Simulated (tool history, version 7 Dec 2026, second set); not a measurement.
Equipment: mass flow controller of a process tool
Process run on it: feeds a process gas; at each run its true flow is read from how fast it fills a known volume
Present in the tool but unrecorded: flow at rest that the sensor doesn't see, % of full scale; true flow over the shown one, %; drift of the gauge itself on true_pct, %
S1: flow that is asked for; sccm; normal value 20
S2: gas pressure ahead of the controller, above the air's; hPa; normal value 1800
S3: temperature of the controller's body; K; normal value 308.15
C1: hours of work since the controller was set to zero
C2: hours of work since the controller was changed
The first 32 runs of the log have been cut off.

Run 33, day 424.629: usual settings but S1 36 sccm, S2 1630 hPa; C1 2333; C2 8702. Result: true flow (%) 100.29.
Run 34, day 432.642: usual settings but S1 36 sccm, S2 1630 hPa; C1 2474; C2 8843. Result: true flow (%) 100.36.
Run 35, day 444.458: usual settings but S2 2300 hPa, S3 294.15 K; C1 2682; C2 9051. Result: true flow (%) 100.03.
Run 36, day 455.004: usual settings but S2 2300 hPa, S3 294.15 K; C1 2868; C2 9237. Result: true flow (%) 100.15.
Run 37, day 467.821: usual settings but S1 24 sccm, S2 1890 hPa, S3 310.15 K; C1 3094; C2 9463. Result: true flow (%) 99.62.
Run 38, day 484.038: usual settings but S1 24 sccm, S2 1890 hPa, S3 310.15 K; C1 3380; C2 9748. Result: true flow (%) 99.72.
Run 39, day 500.738: usual settings but S2 2340 hPa, S3 311.15 K; C1 3674; C2 10042. Result: true flow (%) 99.26.
Run 40, day 511.933: usual settings but S1 16 sccm, S2 2770 hPa; C1 3871; C2 10240. Result: true flow (%) 98.96.
Run 41, day 526.225: usual settings but S1 16 sccm, S2 2770 hPa, S3 299.15 K; C1 4123; C2 10491. Result: true flow (%) 99.67.
Run 42, day 538.358: usual settings but S2 1690 hPa, S3 307.15 K; C1 4336; C2 10705. Result: true flow (%) 100.19.
At day 548: controller exchanged for a calibrated one.
Run 43, day 552.558: usual settings but S2 1690 hPa, S3 307.15 K; C1 80; C2 80. Result: true flow (%) 98.16.
Run 44, day 568.967: usual settings but S2 1720 hPa, S3 303.15 K; C1 369; C2 369. Result: true flow (%) 98.68.
Run 45, day 586.508: usual settings but S2 1720 hPa, S3 303.15 K; C1 678; C2 678. Result: true flow (%) 98.61.
Run 46, day 594.662: usual settings but S2 2530 hPa, S3 295.15 K; C1 822; C2 822. Result: true flow (%) 98.49.
Run 47, day 607.929: usual settings but S2 1830 hPa, S3 294.15 K; C1 1056; C2 1056. Result: true flow (%) 99.1.

Consider 5 possible next runs. They are alternatives, not a sequence: every one starts from the tool as it was left by run 47. What does each give?
Run A, day 622.15: usual settings but S2 1470 hPa, S3 297.15 K; C1 1306; C2 1306. Result: true flow (%) ?.
Run B, day 622.15: usual settings but S2 2730 hPa, S3 313.15 K; C1 1306; C2 1306. Result: true flow (%) ?.
Run C, day 622.15: usual settings but S1 8 sccm, S2 1830 hPa, S3 306.15 K; C1 1306; C2 1306. Result: true flow (%) ?.
Run D, day 622.15: usual settings but S1 42 sccm, S2 1770 hPa; C1 1306; C2 1306. Result: true flow (%) ?.
Run E, day 622.15: usual settings but S2 1460 hPa, S3 312.15 K; C1 1306; C2 1306. Result: true flow (%) ?.

run  true flow (%)
  A           99.3
  B          97.68
  C          98.24
  D          99.63
  E          98.46
Stripped of hidden state, with their random variation kept, the same runs would have yielded:
run  true flow (%)
  A          98.72
  B           97.1
  C          97.37
  D          99.15
  E          97.88
